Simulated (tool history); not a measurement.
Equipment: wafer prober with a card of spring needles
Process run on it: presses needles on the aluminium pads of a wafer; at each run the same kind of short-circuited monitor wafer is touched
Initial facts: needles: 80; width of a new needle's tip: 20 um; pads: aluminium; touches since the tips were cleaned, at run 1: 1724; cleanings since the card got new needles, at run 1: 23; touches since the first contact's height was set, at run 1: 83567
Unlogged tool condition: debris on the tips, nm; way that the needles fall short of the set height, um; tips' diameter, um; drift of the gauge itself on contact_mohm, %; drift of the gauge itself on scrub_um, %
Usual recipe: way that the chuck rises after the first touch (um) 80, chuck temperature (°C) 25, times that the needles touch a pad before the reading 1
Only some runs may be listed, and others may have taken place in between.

run,day,way that the chuck rises after the first touch (um),chuck temperature (°C),times that the needles touch a pad before the reading,touches since the tips were cleaned,cleanings since the card got new needles,touches since the first contact's height was set,resistance of one needle with its contact and lead (mohm),way that a needle slides on the pad (um)
1,0,80,25,1,1724,23,83567,187,20.03
# day 0.258: tips cleaned on abrasive film
2,0.288,80,25,1,155,24,85238,184,20.07
3,0.608,80,27,1,2074,24,87157,183,20.19
# day 0.829: tips cleaned on abrasive film
4,0.921,80,25,2,551,25,88989,186,20.22
5,1.142,80,25,2,1847,25,90285,186,20.16
# day 1.379: tips cleaned on abrasive film
6,1.492,72,25,1,659,26,92344,183,18.25
7,1.679,72,25,1,1768,26,93453,185,18.25
# day 1.946: tips cleaned on abrasive film
8,2.067,93,25,1,705,27,95721,183,23.62
9,2.267,75,43,1,1906,27,96922,191,19.08
# day 2.512: tips cleaned on abrasive film
10,2.579,60,69,2,397,28,98736,196,15.42
11,2.942,72,42,2,2555,28,100894,191,18.39
# day 3.054: tips cleaned on abrasive film
12,3.254,91,25,2,1186,29,102731,183,23.34
13,3.55,91,25,2,2924,29,104469,185,23.21

Hidden condition of the tool, last listed run before each entry between runs versus first listed run after:
After run 1, before run 2: tips cleaned on abrasive film (day 0.258)
  debris on the tips, nm: 0.4 -> 0.1; drift of the gauge itself on scrub_um, %: 0 -> 0.16
  measured less the result without the state, way that a needle slides on the pad (um): -0.01 -> +0.03
After run 3, before run 4: tips cleaned on abrasive film (day 0.829)
  debris on the tips, nm: 0.4 -> 0.2; drift of the gauge itself on scrub_um, %: 0.35 -> 0.53
  measured less the result without the state, way that a needle slides on the pad (um): +0.06 -> +0.1
After run 5, before run 6: tips cleaned on abrasive film (day 1.379)
  debris on the tips, nm: 0.4 -> 0.2; way that the needles fall short of the set height, um: 0.02 -> 0.03; drift of the gauge itself on scrub_um, %: 0.66 -> 0.86
  measured less the result without the state, way that a needle slides on the pad (um): +0.12 -> +0.15
After run 7, before run 8: tips cleaned on abrasive film (day 1.946)
  debris on the tips, nm: 0.4 -> 0.2; drift of the gauge itself on scrub_um, %: 0.97 -> 1.19
  measured less the result without the state, way that a needle slides on the pad (um): +0.17 -> +0.27
After run 9, before run 10: tips cleaned on abrasive film (day 2.512)
  debris on the tips, nm: 0.4 -> 0.1; drift of the gauge itself on scrub_um, %: 1.31 -> 1.48
  measured less the result without the state, way that a needle slides on the pad (um): +0.24 -> +0.22
After run 11, before run 12: tips cleaned on abrasive film (day 3.054)
  debris on the tips, nm: 0.5 -> 0.2; drift of the gauge itself on scrub_um, %: 1.7 -> 1.88
  measured less the result without the state, way that a needle slides on the pad (um): +0.3 -> +0.43
